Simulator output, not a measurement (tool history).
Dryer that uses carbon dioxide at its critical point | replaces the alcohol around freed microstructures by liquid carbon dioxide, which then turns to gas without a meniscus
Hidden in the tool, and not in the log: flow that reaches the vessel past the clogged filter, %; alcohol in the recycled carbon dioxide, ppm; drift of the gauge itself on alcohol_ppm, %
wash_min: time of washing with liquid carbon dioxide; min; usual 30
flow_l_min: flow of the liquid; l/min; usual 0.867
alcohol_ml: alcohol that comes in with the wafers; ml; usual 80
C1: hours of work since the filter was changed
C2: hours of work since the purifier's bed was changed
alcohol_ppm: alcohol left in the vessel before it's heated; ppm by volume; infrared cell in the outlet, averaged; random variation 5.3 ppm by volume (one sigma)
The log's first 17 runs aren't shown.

Run 18, day 6.467: usual settings but flow_l_min 0.698 l/min; C1 481; C2 397. Result: alcohol_ppm 420 ppm by volume.
Run 19, day 6.708: usual settings but flow_l_min 0.698 l/min; C1 485; C2 401. Result: alcohol_ppm 416 ppm by volume.
Run 20, day 7.179: usual settings but alcohol_ml 35 ml; C1 493; C2 409. Result: alcohol_ppm 95 ppm by volume.
Run 21, day 7.654: usual settings but alcohol_ml 35 ml; C1 501; C2 418. Result: alcohol_ppm 94 ppm by volume.
Run 22, day 7.883: usual settings; C1 505; C2 422. Result: alcohol_ppm 184 ppm by volume.
At day 7.967: inlet filter changed.
Run 23, day 8.25: usual settings; C1 5; C2 427. Result: alcohol_ppm 125 ppm by volume.
Run 24, day 8.479: usual settings; C1 9; C2 431. Result: alcohol_ppm 136 ppm by volume.
Run 25, day 8.788: usual settings but flow_l_min 1.46 l/min, alcohol_ml 72 ml; C1 14; C2 436. Result: alcohol_ppm 37 ppm by volume.
Run 26, day 9.096: usual settings but flow_l_min 1.46 l/min, alcohol_ml 72 ml; C1 19; C2 442. Result: alcohol_ppm 28 ppm by volume.
Run 27, day 9.542: usual settings but wash_min 31 min, flow_l_min 0.633 l/min, alcohol_ml 63 ml; C1 27; C2 449. Result: alcohol_ppm 319 ppm by volume.
Run 28, day 9.85: usual settings but wash_min 31 min, flow_l_min 0.633 l/min, alcohol_ml 63 ml; C1 32; C2 455. Result: alcohol_ppm 327 ppm by volume.
Run 29, day 10.117: usual settings but wash_min 25 min, flow_l_min 0.863 l/min, alcohol_ml 118 ml; C1 37; C2 459. Result: alcohol_ppm 418 ppm by volume.
Run 30, day 10.525: usual settings but wash_min 39 min, flow_l_min 1.252 l/min, alcohol_ml 33 ml; C1 44; C2 466. Result: alcohol_ppm 29 ppm by volume.

Forecast run 31:
Run 31, day 10.817: usual settings but wash_min 25 min, flow_l_min 1.31 l/min, alcohol_ml 33 ml; C1 49; C2 471. Result: alcohol_ppm ?.

Run 31 gave alcohol_ppm 42 ppm by volume.
Without the tool's hidden state the same run would have given alcohol_ppm 17 ppm by volume.

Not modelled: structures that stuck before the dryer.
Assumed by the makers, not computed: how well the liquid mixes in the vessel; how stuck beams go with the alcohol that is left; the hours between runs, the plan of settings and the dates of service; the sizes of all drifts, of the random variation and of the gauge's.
